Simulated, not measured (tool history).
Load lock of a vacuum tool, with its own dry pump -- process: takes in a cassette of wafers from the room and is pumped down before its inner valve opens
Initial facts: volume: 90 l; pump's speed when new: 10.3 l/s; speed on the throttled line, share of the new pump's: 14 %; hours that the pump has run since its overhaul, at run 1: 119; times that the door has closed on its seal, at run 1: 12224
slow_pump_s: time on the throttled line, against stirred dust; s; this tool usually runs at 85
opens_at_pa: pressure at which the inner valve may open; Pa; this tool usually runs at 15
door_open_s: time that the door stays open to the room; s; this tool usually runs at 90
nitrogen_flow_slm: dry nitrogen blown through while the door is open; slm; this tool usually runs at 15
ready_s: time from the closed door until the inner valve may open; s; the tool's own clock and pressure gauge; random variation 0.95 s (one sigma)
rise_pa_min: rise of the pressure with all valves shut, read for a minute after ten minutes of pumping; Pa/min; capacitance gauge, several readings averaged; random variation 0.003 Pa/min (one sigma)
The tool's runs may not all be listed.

run	hour	slow_pump_s	opens_at_pa	door_open_s	nitrogen_flow_slm	hours that the pump has run since its overhaul	times that the door has closed on its seal	incoming humidity of the room's air, %	ready_s	rise_pa_min
1	0.0	85	15	90	15	119	12224	42.5	148.8	0.173
2	156.9	85	15	90	15	276	12570	47.3	150.8	0.177
3	303.1	85	15	90	15	422	12892	47.6	149.7	0.182
4	405.9	85	15	159	15	525	13118	44.8	151.1	0.193
5	484.0	85	15	90	27	603	13290	43.9	150.3	0.181
6	619.7	85	16	90	15	739	13589	43.6	151.0	0.198
7	722.8	85	16	90	15	842	13816	43.5	149.2	0.191
8	808.1	85	11	90	15	927	14003	43.4	153.8	0.196
9	912.7	125	11	90	15	1032	14234	44.9	188.8	0.197
10	1012.7	106	11	30	15	1132	14454	49.1	169.9	0.183
11	1078.4	85	15	72	14	1198	14599	44.8	150.6	0.202
12	1149.0	111	26	42	43	1268	14754	45.2	168.3	0.186
13	1284.5	111	26	42	43	1404	15052	45.2	167.2	0.190
14	1365.0	60	12	63	11	1484	15230	42.7	132.7	0.209
15	1484.4	60	12	63	11	1604	15493	48.6	131.2	0.218
16	1640.4	90	27	63	16	1760	15836	46.5	149.3	0.219
17	1729.4	85	15	60	17	1849	16032	44.9	153.7	0.222

Forecast each of these 4 alternatives for the next run:
A	1827.4	56	15	182	12	1947	16248	45.7	?	?
B	1827.4	85	10	75	19	1947	16248	46.5	?	?
C	1827.4	85	15	25	8	1947	16248	44.6	?	?
D	1827.4	85	13	205	26	1947	16248	47.8	?	?

run	ready_s	rise_pa_min
A	127.7	0.258
B	156.6	0.225
C	153.5	0.211
D	153.3	0.253
What these runs would have given with no unlogged condition in the tool:
run	ready_s	rise_pa_min
A	126.5	0.066
B	155.3	0.033
C	152.3	0.022
D	152.1	0.060
